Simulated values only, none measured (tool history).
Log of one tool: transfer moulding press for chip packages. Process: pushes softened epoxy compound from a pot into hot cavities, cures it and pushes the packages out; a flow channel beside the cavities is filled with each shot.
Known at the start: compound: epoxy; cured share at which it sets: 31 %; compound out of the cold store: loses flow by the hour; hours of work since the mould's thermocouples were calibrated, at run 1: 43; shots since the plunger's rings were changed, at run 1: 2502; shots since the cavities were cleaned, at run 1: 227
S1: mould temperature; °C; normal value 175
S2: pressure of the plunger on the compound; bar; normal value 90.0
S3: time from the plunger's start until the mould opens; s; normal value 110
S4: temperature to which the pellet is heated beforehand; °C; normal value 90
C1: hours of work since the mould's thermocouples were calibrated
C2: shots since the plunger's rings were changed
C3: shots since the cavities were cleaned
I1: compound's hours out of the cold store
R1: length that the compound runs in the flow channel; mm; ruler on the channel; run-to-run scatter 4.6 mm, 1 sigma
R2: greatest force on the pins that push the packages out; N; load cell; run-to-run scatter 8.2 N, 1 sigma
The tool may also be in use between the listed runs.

Run 1, hour 0.0: usual settings; C1 43; C2 2502; C3 227; I1 41.4. Result: R1 843 mm, R2 517 N.
At hour 48.2: plunger's sealing rings changed.
Run 2, hour 81.9: usual settings but S1 182 °C; C1 78; C2 261; C3 842; I1 19.0. Result: R1 890 mm, R2 535 N.
At hour 114.8: cavities cleaned with cleaning compound and waxed.
Run 3, hour 153.3: usual settings but S1 169 °C; C1 108; C2 802; C3 298; I1 36.9. Result: R1 885 mm, R2 1203 N.
Run 4, hour 202.5: usual settings; C1 130; C2 1184; C3 680; I1 42.0. Result: R1 847 mm, R2 767 N.
Run 5, hour 242.5: usual settings; C1 147; C2 1494; C3 990; I1 39.8. Result: R1 851 mm, R2 763 N.
At hour 259.0: cavities cleaned with cleaning compound and waxed.
Run 6, hour 319.8: usual settings; C1 181; C2 2081; C3 471; I1 13.5. Result: R1 917 mm, R2 647 N.
At hour 382.7: cavities cleaned with cleaning compound and waxed, once more.
Run 7, hour 397.8: usual settings; C1 214; C2 2674; C3 117; I1 35.4. Result: R1 850 mm, R2 438 N.
At hour 423.1: plunger's sealing rings changed.
Run 8, hour 477.4: usual settings; C1 248; C2 422; C3 715; I1 14.0. Result: R1 946 mm, R2 689 N.
At hour 528.2: cavities cleaned with cleaning compound and waxed.
Run 9, hour 561.5: usual settings; C1 284; C2 1061; C3 258; I1 11.9. Result: R1 952 mm, R2 557 N.
Run 10, hour 640.5: usual settings but S2 108.2 bar; C1 318; C2 1674; C3 871; I1 24.6. Result: R1 986 mm, R2 716 N.
At hour 672.6: cavities cleaned with cleaning compound and waxed.
Run 11, hour 689.2: usual settings but S2 108.2 bar; C1 339; C2 2039; C3 129; I1 35.1. Result: R1 942 mm, R2 453 N.
Run 12, hour 754.0: usual settings but S2 108.2 bar; C1 367; C2 2541; C3 631; I1 26.0. Result: R1 963 mm, R2 676 N.
At hour 796.5: plunger's sealing rings changed.
Run 13, hour 802.1: usual settings but S2 108.2 bar; C1 387; C2 44; C3 985; I1 26.4. Result: R1 996 mm, R2 732 N.
At hour 815.2: cavities cleaned with cleaning compound and waxed.
Run 14, hour 851.8: usual settings but S3 123 s; C1 408; C2 417; C3 284; I1 9.9. Result: R1 961 mm, R2 478 N.
Run 15, hour 893.7: usual settings but S1 168 °C, S3 149 s, S4 96 °C; C1 427; C2 742; C3 609; I1 33.7. Result: R1 910 mm, R2 599 N.
Run 16, hour 946.0: usual settings but S1 172 °C, S2 75.1 bar, S3 100 s, S4 93 °C; C1 450; C2 1147; C3 1014; I1 30.3. Result: R1 817 mm, R2 1074 N.
At hour 955.7: cavities cleaned with cleaning compound and waxed.
Run 17, hour 993.1: usual settings but S1 178 °C, S2 99.1 bar, S3 117 s, S4 99 °C; C1 470; C2 1500; C3 289; I1 10.2. Result: R1 978 mm, R2 453 N.
Run 18, hour 1060.3: usual settings but S1 178 °C, S2 99.1 bar, S3 117 s, S4 99 °C; C1 499; C2 2021; C3 810; I1 33.2. Result: R1 904 mm, R2 550 N.
At hour 1095.5: cavities cleaned with cleaning compound and waxed.
Run 19, hour 1117.0: usual settings but S1 178 °C, S2 99.1 bar, S3 117 s, S4 99 °C; C1 523; C2 2448; C3 166; I1 14.4. Result: R1 953 mm, R2 408 N.
At hour 1170.5: plunger's sealing rings changed.
Run 20, hour 1180.8: usual settings but S4 92 °C; C1 550; C2 79; C3 641; I1 23.9. Result: R1 918 mm, R2 709 N.
Run 21, hour 1233.8: usual settings but S1 171 °C, S2 98.3 bar, S3 133 s, S4 84 °C; C1 573; C2 490; C3 1052; I1 22.6. Result: R1 978 mm, R2 697 N.
At hour 1241.7: cavities cleaned with cleaning compound and waxed.
Run 22, hour 1297.9: usual settings but S1 171 °C, S2 98.3 bar, S3 133 s, S4 84 °C; C1 601; C2 976; C3 436; I1 41.2. Result: R1 911 mm, R2 589 N.
Run 23, hour 1349.7: usual settings but S1 179 °C, S3 137 s; C1 623; C2 1377; C3 837; I1 37.0. Result: R1 847 mm, R2 497 N.
At hour 1384.8: cavities cleaned with cleaning compound and waxed.
Run 24, hour 1434.3: usual settings but S1 180 °C, S3 92 s; C1 660; C2 2020; C3 383; I1 14.4. Result: R1 906 mm, R2 685 N.
Run 25, hour 1497.0: usual settings but S1 180 °C, S3 92 s; C1 687; C2 2506; C3 869; I1 25.9. Result: R1 870 mm, R2 807 N.
At hour 1527.0: cavities cleaned with cleaning compound and waxed.
At hour 1545.5: plunger's sealing rings changed.
Run 26, hour 1567.9: usual settings but S1 173 °C, S3 123 s; C1 716; C2 174; C3 298; I1 27.0. Result: R1 914 mm, R2 549 N.
Run 27, hour 1645.1: usual settings but S1 173 °C, S3 123 s; C1 750; C2 772; C3 896; I1 35.0. Result: R1 881 mm, R2 669 N.

Below are 3 alternative next runs, each starting from the tool's condition after run 27. Predict each:
At hour 1653.2: mould's thermocouples calibrated.
At hour 1676.5: cavities cleaned with cleaning compound and waxed.
Run A, hour 1693.3: usual settings but S3 106 s; C1 17; C2 1118; C3 130; I1 19.6. Result: R1 ?, R2 ?.
At hour 1653.2: mould's thermocouples calibrated.
At hour 1676.5: cavities cleaned with cleaning compound and waxed.
Run B, hour 1693.3: usual settings but S1 181 °C, S2 75.2 bar, S3 123 s, S4 86 °C; C1 17; C2 1118; C3 130; I1 25.7. Result: R1 ?, R2 ?.
At hour 1653.2: mould's thermocouples calibrated.
At hour 1676.5: cavities cleaned with cleaning compound and waxed.
Run C, hour 1693.3: usual settings but S1 174 °C, S2 95.6 bar, S4 87 °C; C1 17; C2 1118; C3 130; I1 42.6. Result: R1 ?, R2 ?.

run   R1   R2
  A  917  497
  B  797  350
  C  875  461
Without the tool's hidden state the same runs would have given:
run   R1   R2
  A  935  392
  B  813  276
  C  892  363

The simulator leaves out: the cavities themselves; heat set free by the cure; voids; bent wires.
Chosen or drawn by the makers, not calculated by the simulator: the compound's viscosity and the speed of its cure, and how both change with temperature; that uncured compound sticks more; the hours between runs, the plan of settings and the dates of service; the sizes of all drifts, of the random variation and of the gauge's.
